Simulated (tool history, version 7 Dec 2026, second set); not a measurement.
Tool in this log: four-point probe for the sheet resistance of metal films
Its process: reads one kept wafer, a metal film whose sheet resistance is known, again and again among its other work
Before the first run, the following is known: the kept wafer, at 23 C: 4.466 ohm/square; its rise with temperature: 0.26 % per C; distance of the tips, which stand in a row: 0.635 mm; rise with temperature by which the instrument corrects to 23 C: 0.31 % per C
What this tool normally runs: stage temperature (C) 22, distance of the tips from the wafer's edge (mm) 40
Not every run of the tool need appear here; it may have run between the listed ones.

run,day,stage temperature (C),distance of the tips from the wafer's edge (mm),sheet resistance as the instrument gives it (ohm/square)
1,0.000,22,40,4.488218
2,2.154,22,69,4.486803
3,3.671,22,35,4.486499
4,4.938,22,35,4.487969
5,7.283,22,35,4.486741
6,9.408,22,35,4.486011
7,11.675,23,40,4.483039
8,13.117,23,40,4.482792
9,14.825,23,18,4.484692
# day 15.304: stage's thermometer calibrated
10,16.900,23,18,4.481065
11,19.246,21,40,4.481318
12,21.517,21,40,4.481644
13,22.896,21,40,4.479853
14,24.788,20,21,4.485371
15,25.875,20,3,4.588160
16,28.404,20,40,4.482544
17,30.271,34,10,4.461142
18,32.879,26,64,4.467510
19,34.958,23,49,4.474160
20,36.100,21,5,4.517695
21,38.500,20,10,4.489501
22,40.871,23,20,4.475781

Predict each of these 3 candidate next runs independently; none follows another, all start after run 22:
A,43.471,34,40,?
B,43.471,32,31,?
C,43.471,23,8,?

run,sheet resistance as the instrument gives it (ohm/square)
A,4.450650
B,4.452900
C,4.487481
Had the tool no hidden state, the same runs would have come out as:
run,sheet resistance as the instrument gives it (ohm/square)
A,4.443813
B,4.446054
C,4.480556
